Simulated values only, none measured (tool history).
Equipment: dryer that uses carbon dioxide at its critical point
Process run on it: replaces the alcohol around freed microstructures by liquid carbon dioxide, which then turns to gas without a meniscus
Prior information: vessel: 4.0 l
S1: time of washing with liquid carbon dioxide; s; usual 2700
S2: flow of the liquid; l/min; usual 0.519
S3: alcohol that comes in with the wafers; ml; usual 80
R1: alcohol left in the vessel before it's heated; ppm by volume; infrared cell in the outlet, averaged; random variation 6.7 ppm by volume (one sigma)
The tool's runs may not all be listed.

run   hour    S1     S2  S3    R1
  1      0  2700  0.519  80   394
  2    8.8  2700  0.737  80    85
  3   20.7  2700  0.519  80   386
  4   27.6  2700  0.519  80   371
  5   33.7  2700  0.519  80   389
  6   44.9  2700  0.519  80   380
  7   57.1  2700  0.519  80   390
  8   64.9  2700  0.519  80   393
  9   71.9  2700   0.48  80   534
 10   79.9  2700  0.475  80   563
 11   86.9  2700  0.475  80   566
 12   94.5  2700  0.475  80   549
 13  101.7  1860  0.389  33  1135
 14  112.3  3000  0.489  33   174
 15  120.8  2700  0.519  24   162
 16  128.5  4200  0.535  80    90
 17  138.7  2700  0.743  80   108
 18  147.8  1800  0.519  85  1520
 19  153.5  1800  0.519  85  1513
 20  165.8  1740  0.753  85   497
 21  177.4  2040  0.421  80  1815

Subtracting, for every run, the result it would have given without the tool's unlogged condition from the measured result gives the following. The same run-to-run variation enters both numbers; the gauge's scatter may not:
The hidden state here: flow that reaches the vessel past the clogged filter, %; alcohol in the recycled carbon dioxide, ppm; drift of the gauge itself on alcohol_ppm, %.
run    R1
  1   +82
  2   +40
  3   +86
  4   +86
  5   +89
  6   +92
  7   +94
  8   +97
  9  +116
 10  +122
 11  +123
 12  +124
 13  +145
 14   +67
 15   +65
 16   +56
 17   +64
 18  +238
 19  +239
 20  +132
 21  +267

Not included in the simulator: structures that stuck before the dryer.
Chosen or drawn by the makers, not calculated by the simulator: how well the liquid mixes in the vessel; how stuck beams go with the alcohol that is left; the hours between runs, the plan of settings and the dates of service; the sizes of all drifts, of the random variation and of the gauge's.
